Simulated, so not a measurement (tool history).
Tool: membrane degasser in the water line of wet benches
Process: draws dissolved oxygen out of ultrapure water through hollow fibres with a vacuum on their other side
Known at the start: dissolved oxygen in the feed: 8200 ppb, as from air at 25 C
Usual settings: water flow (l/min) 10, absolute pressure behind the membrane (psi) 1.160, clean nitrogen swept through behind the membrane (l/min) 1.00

run    hour  water flow (l/min)  absolute pressure behind the membrane (psi)  clean nitrogen swept through behind the membrane (l/min)  dissolved oxygen in the water behind the degasser (ppb)  pressure that the water loses in the fibres (psi)
  1     0.0                  10                                        1.160                                                      1.00                                                    121.4                                              7.661
  2    95.8                  10                                        1.160                                                      1.00                                                    121.0                                              7.659
  3   203.2                  10                                        1.160                                                      1.00                                                    121.5                                              7.665
  4   291.9                  10                                        1.160                                                      1.00                                                    120.4                                              7.643
  5   387.2                  10                                        2.321                                                      1.00                                                    300.8                                              7.633
  6   508.5                  10                                        1.160                                                      1.00                                                    119.6                                              7.649
  7   618.1                  10                                        1.160                                                      1.00                                                    120.5                                              7.628
  8   703.5                  10                                        1.160                                                      1.00                                                    120.7                                              7.629
  9   809.3                   7                                        1.160                                                      1.00                                                     82.7                                              5.332
 10   951.4                   7                                        1.160                                                      1.00                                                     82.2                                              5.339
 11  1072.1                   9                                        1.160                                                      1.00                                                    107.3                                              6.828
 12  1174.7                   9                                        1.160                                                      1.00                                                    107.1                                              6.839
 13  1252.7                   9                                        1.160                                                      1.00                                                    108.9                                              6.898
 14  1322.5                  10                                        1.160                                                      1.00                                                    120.7                                              7.645
 15  1392.5                  10                                        1.160                                                      1.00                                                    121.0                                              7.678
 16  1462.8                  10                                        1.160                                                      1.00                                                    119.0                                              7.648
 17  1591.2                   8                                        1.160                                                      0.82                                                    112.3                                              6.138
 18  1666.5                  12                                        1.092                                                      1.00                                                    135.5                                              9.148
 19  1762.3                  10                                        1.160                                                      0.76                                                    154.0                                              7.662
 20  1848.6                  10                                        1.160                                                      0.76                                                    151.3                                              7.670
 21  1929.6                  10                                        1.160                                                      0.76                                                    152.7                                              7.610
 22  2033.5                  10                                        1.928                                                      0.46                                                    467.9                                              7.639
 23  2165.7                  10                                        2.152                                                      0.46                                                    536.4                                              7.659
 24  2234.5                  15                                        2.013                                                      0.46                                                    705.4                                             11.459
 25  2324.8                  15                                        2.013                                                      0.46                                                    697.0                                             11.461
 26  2449.0                  14                                        0.976                                                      0.46                                                    245.0                                             10.717
 27  2536.2                  14                                        0.976                                                      0.74                                                    172.6                                             10.726
 28  2662.5                  15                                        0.819                                                      0.74                                                    140.7                                             11.425
 29  2801.5                  11                                        1.392                                                      1.11                                                    159.3                                              8.406
 30  2867.8                  10                                        0.790                                                      1.11                                                     56.0                                              7.645
 31  3011.5                  12                                        2.434                                                      2.26                                                    187.5                                              9.269
 32  3126.7                  12                                        2.267                                                      0.65                                                    503.8                                              9.148

Taken out of this log: 2 entries between the listed runs. Where each belongs, and how the hidden state differs across it:
Between runs 5 and 6: vacuum gauge calibrated (hour 491.4)
  true pressure behind the membrane over the reading, kPa: 0.01 -> 0
Between runs 22 and 23: seals of the vacuum lines changed (hour 2087.1)
  air that leaks in behind the membrane, l/min: 0.0025 -> 0.002
